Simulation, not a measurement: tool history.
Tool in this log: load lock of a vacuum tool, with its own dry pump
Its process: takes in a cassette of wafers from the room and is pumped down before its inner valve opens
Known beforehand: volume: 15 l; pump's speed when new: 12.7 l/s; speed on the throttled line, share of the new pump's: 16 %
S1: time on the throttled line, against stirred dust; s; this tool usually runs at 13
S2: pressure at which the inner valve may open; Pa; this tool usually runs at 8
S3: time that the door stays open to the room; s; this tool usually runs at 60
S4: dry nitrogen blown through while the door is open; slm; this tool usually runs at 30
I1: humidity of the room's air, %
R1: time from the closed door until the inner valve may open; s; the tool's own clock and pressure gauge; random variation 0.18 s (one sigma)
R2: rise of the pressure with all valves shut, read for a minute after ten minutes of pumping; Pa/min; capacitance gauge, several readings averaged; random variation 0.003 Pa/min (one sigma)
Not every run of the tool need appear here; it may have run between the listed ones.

run	day	S1	S2	S3	S4	I1	R1	R2
1	0	13	8	60	30	45.8	22.1	0.363
2	3.171	13	8	60	30	45.3	22.4	0.366
3	5.662	13	8	60	30	42.4	22.3	0.379
4	10.038	13	8	60	30	47.2	22.3	0.381
5	12.35	13	8	60	30	44.7	22.1	0.39
6	17.479	13	11	60	30	44.7	21.9	0.395
7	20.588	13	8	60	30	42.6	22.1	0.393
8	25.292	13	8	60	30	45.9	22.7	0.412
9	28.342	13	8	60	36	43.3	22.4	0.411
10	33.254	13	8	60	36	47.3	22.5	0.408
11	37.117	13	8	60	36	46.5	22.5	0.424
12	40.767	13	8	60	36	46.4	22.4	0.435
# day 43.962: door's seal changed, seat wiped
13	44.742	13	8	60	36	44.8	22.6	0.017
14	50.075	13	8	60	36	46.7	22.7	0.02
15	55.704	13	8	60	36	45.7	22.4	0.031
16	59.708	13	8	60	36	42.8	22.5	0.029
17	63.683	13	8	66	36	44.5	22.4	0.027
18	68.804	13	8	66	36	43.1	22.2	0.034

What does the tool deliver on the next run?
19	73.221	13	8	127	30	46.6	?	?

{"run 19": {"R1": 22.4, "R2": 0.036}}
Were there no unlogged condition in the tool, this run, its random variation unchanged, would have produced R1 22.1 s, R2 0.028 Pa/min.
